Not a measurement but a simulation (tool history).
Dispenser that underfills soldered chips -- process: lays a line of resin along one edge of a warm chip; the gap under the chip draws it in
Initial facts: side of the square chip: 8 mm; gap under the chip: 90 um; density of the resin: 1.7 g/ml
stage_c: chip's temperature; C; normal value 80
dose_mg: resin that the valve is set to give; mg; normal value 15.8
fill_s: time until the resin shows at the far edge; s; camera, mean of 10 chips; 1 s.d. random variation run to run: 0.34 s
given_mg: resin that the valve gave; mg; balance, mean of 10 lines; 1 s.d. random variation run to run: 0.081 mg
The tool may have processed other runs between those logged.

run,hour,stage_c,dose_mg,fill_s,given_mg
1,0,80,15.8,15.8,15.07
# hour 10.1: new syringe of resin
2,12.3,80,15.8,17.1,14.86
# hour 20.3: new syringe of resin
3,26.1,80,14.5,18.9,13.49
# hour 30.7: new syringe of resin
# hour 40.3: new syringe of resin
4,42.4,80,14.5,17.5,13.44
# hour 49.9: new syringe of resin
5,52.3,80,15.3,17.9,14.19
# hour 59.5: new syringe of resin
6,59.8,71,15.3,22.8,13.83
# hour 69.6: new syringe of resin
7,70.4,71,15.3,22.6,13.83
# hour 79: new syringe of resin
8,79.4,88,15.3,13.3,13.7
# hour 88.6: new syringe of resin
9,94.9,80,15.8,19.4,14.03
# hour 97.8: new syringe of resin
10,102.9,80,17.8,17.4,15.86
# hour 108: new syringe of resin
11,112.2,80,17.8,17.7,15.55
# hour 118.4: new syringe of resin
12,125.6,80,15.8,19,13.72
# hour 128.1: new syringe of resin
# hour 137.3: new syringe of resin
# hour 139.5: dispensing valve cleaned and set on the balance
13,140.7,80,15.4,17.6,15.23
# hour 147.5: new syringe of resin
14,155.8,80,15.4,19.6,15.25
# hour 157.6: new syringe of resin
# hour 167.1: new syringe of resin
15,168.7,79,15.8,17.6,15.44
# hour 177: new syringe of resin
16,177.7,93,15.8,11.7,15.37
17,184.6,93,15.8,13.7,15.31
# hour 187.3: new syringe of resin
18,193.7,93,15.8,12.8,15.26
# hour 197: new syringe of resin
# hour 206.2: new syringe of resin
19,210,90,15.8,13.7,15.07
# hour 215.5: new syringe of resin
# hour 226: new syringe of resin
20,227.4,80,17.8,16.9,16.76
# hour 235.3: new syringe of resin
# hour 243.5: stage's temperature calibrated
21,243.6,89,13.7,15.2,12.87
# hour 245.6: new syringe of resin
# hour 255.4: new syringe of resin
22,256.3,76,16.9,18.7,15.61
# hour 265: new syringe of resin
23,265,67,14.4,23.7,13.21
# hour 275.2: new syringe of resin
24,275.2,67,14.4,24,13.09
# hour 285.1: new syringe of resin
25,285.7,67,14.4,24,13
# hour 294.5: new syringe of resin
26,302.9,77,16.4,21,14.86
# hour 304: new syringe of resin
# hour 313.9: new syringe of resin
27,314.4,77,15.5,17.4,13.75
# hour 323.1: new syringe of resin
28,323.1,79,19.4,15.1,17.16
# hour 332.9: new syringe of resin
29,338.3,75,13.6,21.2,11.73
# hour 342.3: new syringe of resin
30,346.2,75,13.6,22.5,11.82
# hour 352.2: new syringe of resin
# hour 357.6: dispensing valve cleaned and set on the balance
# hour 363.6: new syringe of resin
31,364.3,89,15.1,12.9,15.09
# hour 373.1: new syringe of resin
32,373.1,86,15.8,13.5,15.62
# hour 382.4: new syringe of resin
33,382.4,89,19,12.2,18.74
# hour 391.6: new syringe of resin
34,391.6,89,19,11.7,18.66
# hour 400.8: new syringe of resin
35,400.8,89,19,13,18.39

What if the next run were any one of these 3? Each begins from the tool's condition after run 35:
# hour 411.2: new syringe of resin
A,416.3,93,18.4,?,?
# hour 411.2: new syringe of resin
B,416.3,84,17.3,?,?
# hour 411.2: new syringe of resin
C,416.3,92,19.1,?,?

run,fill_s,given_mg
A,12.5,17.53
B,16.1,16.59
C,12.5,18.42
Without the tool's hidden state the same runs would have given:
run,fill_s,given_mg
A,10.8,18.22
B,14,17.25
C,10.8,19.15
